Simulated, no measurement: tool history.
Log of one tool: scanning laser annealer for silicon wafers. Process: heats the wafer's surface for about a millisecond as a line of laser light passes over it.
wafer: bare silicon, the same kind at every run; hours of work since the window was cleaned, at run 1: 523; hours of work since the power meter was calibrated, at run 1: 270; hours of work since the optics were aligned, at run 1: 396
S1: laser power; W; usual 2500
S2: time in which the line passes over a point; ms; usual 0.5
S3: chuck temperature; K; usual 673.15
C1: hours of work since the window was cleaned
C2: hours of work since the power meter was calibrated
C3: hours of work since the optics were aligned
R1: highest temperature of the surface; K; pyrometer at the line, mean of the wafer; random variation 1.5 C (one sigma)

{"run": 1, "hour": 0.0, "S1": 2500, "S2": 0.5, "S3": 673.15, "C1": 523, "C2": 270, "C3": 396, "R1": 1365.15}
{"run": 2, "hour": 11.8, "S1": 2500, "S2": 0.5, "S3": 673.15, "C1": 529, "C2": 276, "C3": 403, "R1": 1364.15}
{"run": 3, "hour": 24.0, "S1": 2500, "S2": 0.5, "S3": 673.15, "C1": 535, "C2": 283, "C3": 409, "R1": 1362.15}
{"run": 4, "hour": 39.7, "S1": 2500, "S2": 0.5, "S3": 673.15, "C1": 544, "C2": 291, "C3": 417, "R1": 1362.15}
{"run": 5, "hour": 53.4, "S1": 2500, "S2": 0.5, "S3": 645.15, "C1": 551, "C2": 299, "C3": 425, "R1": 1334.15}
{"run": 6, "hour": 70.5, "S1": 2741, "S2": 0.5, "S3": 673.15, "C1": 560, "C2": 308, "C3": 434, "R1": 1442.15}
{"run": 7, "hour": 77.8, "S1": 2741, "S2": 0.5, "S3": 654.15, "C1": 564, "C2": 312, "C3": 438, "R1": 1423.15}
{"run": 8, "hour": 95.0, "S1": 2381, "S2": 0.5, "S3": 654.15, "C1": 573, "C2": 321, "C3": 447, "R1": 1301.15}
{"run": 9, "hour": 109.1, "S1": 2381, "S2": 0.5, "S3": 654.15, "C1": 581, "C2": 328, "C3": 454, "R1": 1302.15}
{"run": 10, "hour": 123.3, "S1": 2381, "S2": 0.5, "S3": 654.15, "C1": 588, "C2": 336, "C3": 462, "R1": 1301.15}
{"run": 11, "hour": 135.6, "S1": 2381, "S2": 0.5, "S3": 654.15, "C1": 595, "C2": 342, "C3": 469, "R1": 1302.15}
{"run": 12, "hour": 147.0, "S1": 2381, "S2": 0.5, "S3": 654.15, "C1": 601, "C2": 348, "C3": 475, "R1": 1303.15}
{"run": 13, "hour": 157.3, "S1": 2381, "S2": 0.5, "S3": 654.15, "C1": 606, "C2": 354, "C3": 480, "R1": 1299.15}
{"run": 14, "hour": 174.3, "S1": 2381, "S2": 0.5, "S3": 654.15, "C1": 615, "C2": 363, "C3": 489, "R1": 1299.15}
{"run": 15, "hour": 187.5, "S1": 2500, "S2": 0.5, "S3": 673.15, "C1": 622, "C2": 370, "C3": 496, "R1": 1359.15}
{"run": 16, "hour": 202.4, "S1": 2500, "S2": 0.5, "S3": 673.15, "C1": 630, "C2": 378, "C3": 504, "R1": 1356.15}
{"run": 17, "hour": 214.0, "S1": 2500, "S2": 0.5, "S3": 673.15, "C1": 637, "C2": 384, "C3": 510, "R1": 1355.15}
{"run": 18, "hour": 227.3, "S1": 2500, "S2": 0.5, "S3": 673.15, "C1": 644, "C2": 391, "C3": 517, "R1": 1358.15}
{"run": 19, "hour": 243.0, "S1": 2500, "S2": 0.5, "S3": 673.15, "C1": 652, "C2": 400, "C3": 526, "R1": 1358.15}
{"run": 20, "hour": 253.2, "S1": 2500, "S2": 0.5, "S3": 684.15, "C1": 657, "C2": 405, "C3": 531, "R1": 1368.15}
{"run": 21, "hour": 267.4, "S1": 2210, "S2": 0.5, "S3": 673.15, "C1": 665, "C2": 413, "C3": 539, "R1": 1260.15}
{"run": 22, "hour": 284.8, "S1": 2279, "S2": 0.352, "S3": 673.15, "C1": 674, "C2": 422, "C3": 548, "R1": 1178.15}
{"run": 23, "hour": 297.2, "S1": 2353, "S2": 0.5, "S3": 643.15, "C1": 681, "C2": 428, "C3": 555, "R1": 1277.15}
{"run": 24, "hour": 307.7, "S1": 2353, "S2": 0.5, "S3": 643.15, "C1": 687, "C2": 434, "C3": 560, "R1": 1278.15}
{"hour": 320.6, "done": "window over the wafer cleaned"}
{"run": 25, "hour": 326.0, "S1": 2500, "S2": 0.5, "S3": 642.15, "C1": 3, "C2": 443, "C3": 569, "R1": 1355.15}
{"run": 26, "hour": 334.1, "S1": 2500, "S2": 0.5, "S3": 642.15, "C1": 7, "C2": 447, "C3": 573, "R1": 1353.15}
{"run": 27, "hour": 349.1, "S1": 2500, "S2": 0.5, "S3": 642.15, "C1": 15, "C2": 455, "C3": 581, "R1": 1351.15}
{"run": 28, "hour": 363.3, "S1": 2500, "S2": 0.359, "S3": 642.15, "C1": 23, "C2": 463, "C3": 589, "R1": 1235.15}
{"run": 29, "hour": 378.3, "S1": 2713, "S2": 0.595, "S3": 673.15, "C1": 31, "C2": 471, "C3": 597, "R1": 1533.15}
{"run": 30, "hour": 393.3, "S1": 2484, "S2": 0.5, "S3": 640.15, "C1": 39, "C2": 479, "C3": 605, "R1": 1344.15}
{"run": 31, "hour": 403.2, "S1": 2508, "S2": 0.588, "S3": 696.15, "C1": 44, "C2": 484, "C3": 610, "R1": 1472.15}
{"run": 32, "hour": 419.8, "S1": 2500, "S2": 0.5, "S3": 675.15, "C1": 53, "C2": 493, "C3": 619, "R1": 1382.15}
{"run": 33, "hour": 433.1, "S1": 2500, "S2": 0.47, "S3": 675.15, "C1": 60, "C2": 500, "C3": 626, "R1": 1364.15}
{"run": 34, "hour": 449.1, "S1": 2391, "S2": 0.5, "S3": 647.15, "C1": 69, "C2": 508, "C3": 635, "R1": 1318.15}
{"run": 35, "hour": 466.1, "S1": 2329, "S2": 0.455, "S3": 702.15, "C1": 78, "C2": 517, "C3": 644, "R1": 1321.15}
{"run": 36, "hour": 481.9, "S1": 2311, "S2": 0.462, "S3": 679.15, "C1": 86, "C2": 526, "C3": 652, "R1": 1296.15}
{"run": 37, "hour": 490.3, "S1": 2311, "S2": 0.58, "S3": 652.15, "C1": 90, "C2": 530, "C3": 657, "R1": 1346.15}
{"run": 38, "hour": 505.1, "S1": 2311, "S2": 0.58, "S3": 652.15, "C1": 98, "C2": 538, "C3": 664, "R1": 1348.15}
{"run": 39, "hour": 518.2, "S1": 2311, "S2": 0.58, "S3": 652.15, "C1": 105, "C2": 545, "C3": 671, "R1": 1348.15}
{"run": 40, "hour": 533.7, "S1": 2503, "S2": 0.41, "S3": 652.15, "C1": 114, "C2": 553, "C3": 680, "R1": 1286.15}

5 ways to go on from here, each from the tool as it stands after run 40. What would each give?
{"run": "A", "hour": 549.2, "S1": 2544, "S2": 0.48, "S3": 706.15, "C1": 122, "C2": 562, "C3": 688, "R1": "?"}
{"run": "B", "hour": 549.2, "S1": 2503, "S2": 0.475, "S3": 688.15, "C1": 122, "C2": 562, "C3": 688, "R1": "?"}
{"run": "C", "hour": 549.2, "S1": 2500, "S2": 0.407, "S3": 661.15, "C1": 122, "C2": 562, "C3": 688, "R1": "?"}
{"run": "D", "hour": 549.2, "S1": 2376, "S2": 0.371, "S3": 640.15, "C1": 122, "C2": 562, "C3": 688, "R1": "?"}
{"run": "E", "hour": 549.2, "S1": 2500, "S2": 0.459, "S3": 673.15, "C1": 122, "C2": 562, "C3": 688, "R1": "?"}

run=A R1=1411.15
run=B R1=1375.15
run=C R1=1294.15
run=D R1=1206.15
run=E R1=1347.15
Without the tool's hidden state the same runs would have given:
run=A R1=1423.15
run=B R1=1387.15
run=C R1=1304.15
run=D R1=1215.15
run=E R1=1358.15

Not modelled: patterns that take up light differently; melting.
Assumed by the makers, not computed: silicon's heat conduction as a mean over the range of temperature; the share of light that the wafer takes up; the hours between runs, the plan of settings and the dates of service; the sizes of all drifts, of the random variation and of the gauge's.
